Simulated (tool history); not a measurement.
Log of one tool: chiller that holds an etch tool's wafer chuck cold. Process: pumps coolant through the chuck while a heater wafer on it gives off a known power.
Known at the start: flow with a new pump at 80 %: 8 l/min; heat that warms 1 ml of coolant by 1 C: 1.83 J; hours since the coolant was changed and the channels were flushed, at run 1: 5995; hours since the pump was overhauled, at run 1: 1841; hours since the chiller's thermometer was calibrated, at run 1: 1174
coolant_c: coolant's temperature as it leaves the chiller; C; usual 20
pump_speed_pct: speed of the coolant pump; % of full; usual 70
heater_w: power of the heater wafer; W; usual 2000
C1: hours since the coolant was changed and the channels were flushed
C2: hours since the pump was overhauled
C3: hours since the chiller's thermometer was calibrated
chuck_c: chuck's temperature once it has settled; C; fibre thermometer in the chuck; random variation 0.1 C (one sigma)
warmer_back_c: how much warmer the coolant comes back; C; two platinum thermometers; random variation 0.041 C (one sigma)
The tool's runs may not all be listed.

{"run": 1, "hour": 0.0, "coolant_c": 20, "pump_speed_pct": 70, "heater_w": 2000, "C1": 5995, "C2": 1841, "C3": 1174, "chuck_c": 45.6, "warmer_back_c": 9.41}
{"run": 2, "hour": 81.3, "coolant_c": 26, "pump_speed_pct": 70, "heater_w": 2000, "C1": 6076, "C2": 1922, "C3": 1256, "chuck_c": 51.7, "warmer_back_c": 9.43}
{"run": 3, "hour": 204.6, "coolant_c": 26, "pump_speed_pct": 70, "heater_w": 2000, "C1": 6199, "C2": 2046, "C3": 1379, "chuck_c": 51.9, "warmer_back_c": 9.31}
{"run": 4, "hour": 321.6, "coolant_c": 26, "pump_speed_pct": 70, "heater_w": 2000, "C1": 6316, "C2": 2163, "C3": 1496, "chuck_c": 51.9, "warmer_back_c": 9.35}
{"run": 5, "hour": 421.5, "coolant_c": 20, "pump_speed_pct": 80, "heater_w": 2000, "C1": 6416, "C2": 2263, "C3": 1596, "chuck_c": 43.2, "warmer_back_c": 8.23}
{"run": 6, "hour": 547.0, "coolant_c": 20, "pump_speed_pct": 80, "heater_w": 2000, "C1": 6542, "C2": 2388, "C3": 1722, "chuck_c": 43.4, "warmer_back_c": 8.24}
{"run": 7, "hour": 606.3, "coolant_c": 20, "pump_speed_pct": 80, "heater_w": 2000, "C1": 6601, "C2": 2447, "C3": 1781, "chuck_c": 43.4, "warmer_back_c": 8.14}
{"run": 8, "hour": 727.1, "coolant_c": 20, "pump_speed_pct": 80, "heater_w": 2000, "C1": 6722, "C2": 2568, "C3": 1902, "chuck_c": 43.3, "warmer_back_c": 8.2}
{"run": 9, "hour": 791.8, "coolant_c": 20, "pump_speed_pct": 70, "heater_w": 2189, "C1": 6787, "C2": 2633, "C3": 1966, "chuck_c": 48.2, "warmer_back_c": 10.22}
{"run": 10, "hour": 917.4, "coolant_c": 20, "pump_speed_pct": 70, "heater_w": 2189, "C1": 6912, "C2": 2758, "C3": 2092, "chuck_c": 48.2, "warmer_back_c": 10.31}
{"run": 11, "hour": 971.2, "coolant_c": 17, "pump_speed_pct": 70, "heater_w": 2000, "C1": 6966, "C2": 2812, "C3": 2146, "chuck_c": 42.7, "warmer_back_c": 9.41}
{"run": 12, "hour": 1087.1, "coolant_c": 17, "pump_speed_pct": 70, "heater_w": 2000, "C1": 7082, "C2": 2928, "C3": 2262, "chuck_c": 42.7, "warmer_back_c": 9.32}
{"run": 13, "hour": 1173.8, "coolant_c": 20, "pump_speed_pct": 70, "heater_w": 2000, "C1": 7169, "C2": 3015, "C3": 2348, "chuck_c": 45.8, "warmer_back_c": 9.35}
{"run": 14, "hour": 1247.7, "coolant_c": 20, "pump_speed_pct": 70, "heater_w": 2000, "C1": 7243, "C2": 3089, "C3": 2422, "chuck_c": 45.8, "warmer_back_c": 9.37}
{"run": 15, "hour": 1332.2, "coolant_c": 20, "pump_speed_pct": 72, "heater_w": 1830, "C1": 7327, "C2": 3173, "C3": 2507, "chuck_c": 43.1, "warmer_back_c": 8.36}
{"run": 16, "hour": 1437.0, "coolant_c": 14, "pump_speed_pct": 72, "heater_w": 2907, "C1": 7432, "C2": 3278, "C3": 2612, "chuck_c": 50.6, "warmer_back_c": 13.26}
{"hour": 1482.7, "done": "chiller's thermometer calibrated"}
{"run": 17, "hour": 1535.1, "coolant_c": 26, "pump_speed_pct": 65, "heater_w": 1464, "C1": 7529, "C2": 3375, "C3": 52, "chuck_c": 45.8, "warmer_back_c": 7.38}
{"run": 18, "hour": 1621.2, "coolant_c": 14, "pump_speed_pct": 86, "heater_w": 1775, "C1": 7615, "C2": 3461, "C3": 138, "chuck_c": 33.6, "warmer_back_c": 6.78}
{"run": 19, "hour": 1732.6, "coolant_c": 20, "pump_speed_pct": 70, "heater_w": 1968, "C1": 7726, "C2": 3573, "C3": 250, "chuck_c": 45.2, "warmer_back_c": 9.28}
{"run": 20, "hour": 1813.0, "coolant_c": 20, "pump_speed_pct": 70, "heater_w": 1968, "C1": 7807, "C2": 3653, "C3": 330, "chuck_c": 45.3, "warmer_back_c": 9.27}
{"run": 21, "hour": 1920.9, "coolant_c": 21, "pump_speed_pct": 70, "heater_w": 2000, "C1": 7915, "C2": 3761, "C3": 438, "chuck_c": 46.7, "warmer_back_c": 9.43}
{"run": 22, "hour": 2009.1, "coolant_c": 27, "pump_speed_pct": 88, "heater_w": 1882, "C1": 8003, "C2": 3849, "C3": 526, "chuck_c": 47.5, "warmer_back_c": 7.04}
{"run": 23, "hour": 2129.8, "coolant_c": 11, "pump_speed_pct": 94, "heater_w": 1746, "C1": 8124, "C2": 3970, "C3": 647, "chuck_c": 29.2, "warmer_back_c": 6.04}
{"run": 24, "hour": 2214.7, "coolant_c": 11, "pump_speed_pct": 94, "heater_w": 1746, "C1": 8209, "C2": 4055, "C3": 732, "chuck_c": 29.2, "warmer_back_c": 6.12}
{"run": 25, "hour": 2301.2, "coolant_c": 27, "pump_speed_pct": 83, "heater_w": 2527, "C1": 8295, "C2": 4141, "C3": 818, "chuck_c": 55.7, "warmer_back_c": 9.93}
{"run": 26, "hour": 2388.5, "coolant_c": 23, "pump_speed_pct": 76, "heater_w": 1415, "C1": 8382, "C2": 4229, "C3": 906, "chuck_c": 40.3, "warmer_back_c": 6.15}
{"run": 27, "hour": 2458.4, "coolant_c": 20, "pump_speed_pct": 84, "heater_w": 1638, "C1": 8452, "C2": 4298, "C3": 976, "chuck_c": 38.4, "warmer_back_c": 6.46}
{"run": 28, "hour": 2554.9, "coolant_c": 20, "pump_speed_pct": 84, "heater_w": 1638, "C1": 8549, "C2": 4395, "C3": 1072, "chuck_c": 38.5, "warmer_back_c": 6.38}

5 ways to go on from here, each from the tool as it stands after run 28. What would each give?
{"run": "A", "hour": 2658.5, "coolant_c": 18, "pump_speed_pct": 67, "heater_w": 1981, "C1": 8652, "C2": 4499, "C3": 1176, "chuck_c": "?", "warmer_back_c": "?"}
{"run": "B", "hour": 2658.5, "coolant_c": 20, "pump_speed_pct": 90, "heater_w": 1369, "C1": 8652, "C2": 4499, "C3": 1176, "chuck_c": "?", "warmer_back_c": "?"}
{"run": "C", "hour": 2658.5, "coolant_c": 20, "pump_speed_pct": 74, "heater_w": 2000, "C1": 8652, "C2": 4499, "C3": 1176, "chuck_c": "?", "warmer_back_c": "?"}
{"run": "D", "hour": 2658.5, "coolant_c": 20, "pump_speed_pct": 80, "heater_w": 2501, "C1": 8652, "C2": 4499, "C3": 1176, "chuck_c": "?", "warmer_back_c": "?"}
{"run": "E", "hour": 2658.5, "coolant_c": 20, "pump_speed_pct": 76, "heater_w": 1638, "C1": 8652, "C2": 4499, "C3": 1176, "chuck_c": "?", "warmer_back_c": "?"}

run=A chuck_c=44.2 warmer_back_c=9.66
run=B chuck_c=34.7 warmer_back_c=5
run=C chuck_c=44.7 warmer_back_c=8.85
run=D chuck_c=49.1 warmer_back_c=10.22
run=E chuck_c=39.8 warmer_back_c=7.09
Without the tool's hidden state the same runs would have given:
run=A chuck_c=44.2 warmer_back_c=9.66
run=B chuck_c=34.7 warmer_back_c=5
run=C chuck_c=44.7 warmer_back_c=8.85
run=D chuck_c=49.1 warmer_back_c=10.22
run=E chuck_c=39.8 warmer_back_c=7.09
